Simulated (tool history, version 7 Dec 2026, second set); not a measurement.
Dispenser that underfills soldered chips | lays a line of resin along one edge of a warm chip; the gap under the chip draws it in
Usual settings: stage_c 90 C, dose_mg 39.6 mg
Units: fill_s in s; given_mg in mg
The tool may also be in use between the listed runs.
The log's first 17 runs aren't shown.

run   hour  stage_c  dose_mg  fill_s  given_mg
     147.6  -- new syringe of resin
 18  150.5       90       40   122.8     38.63
 19  156.5      105     40.5    91.1      38.9
     158.2  -- new syringe of resin
 20  167.9       78     34.1   269.8     32.67
     168.9  -- new syringe of resin
 21  175.4       78     47.2   220.8     44.77
     179.7  -- new syringe of resin
 22  181.6       98     41.4    82.4     39.36
     190.7  -- new syringe of resin
 23  193.8       90     40.9   123.9     38.73
     201.6  -- new syringe of resin
 24  204.6       99     37.1      88     34.92
       212  -- new syringe of resin
 25  212.5       76     43.1   190.9     40.29
     222.8  -- dispensing valve cleaned and set on the balance
     224.2  -- new syringe of resin
 26    225       76     43.1   187.1     42.77
 27  230.1       93     43.1     119      42.7
     234.7  -- new syringe of resin
 28  237.2       93     43.1     106     42.57
 29  244.8       95     41.9     133     41.49
     246.2  -- new syringe of resin
 30    252       80     42.8   204.2     41.99
     256.9  -- new syringe of resin
 31  261.7       80     42.8     191     42.36
     268.1  -- new syringe of resin
 32  272.3       90     35.5   132.1     34.61
     279.1  -- new syringe of resin
 33  281.6       81     34.2   174.3     32.93
 34  286.8       88     47.8     153     46.15

Forecast each of these 5 alternatives for the next run:
     289.8  -- new syringe of resin
  A  295.6       97     37.3       ?         ?
     289.8  -- new syringe of resin
  B  295.6       78     36.5       ?         ?
     289.8  -- new syringe of resin
  C  295.6       87     47.5       ?         ?
     289.8  -- new syringe of resin
  D  295.6      101     45.9       ?         ?
     289.8  -- new syringe of resin
  E  295.6       88     51.2       ?         ?

run  fill_s  given_mg
  A   101.6     36.14
  B   224.9     35.22
  C   149.5     46.07
  D    87.9     44.45
  E     143     49.59
Without the tool's hidden state the same runs would have given:
run  fill_s  given_mg
  A    83.2     37.46
  B   185.4     36.51
  C   123.8     47.76
  D    72.4     46.08
  E   118.4     51.41
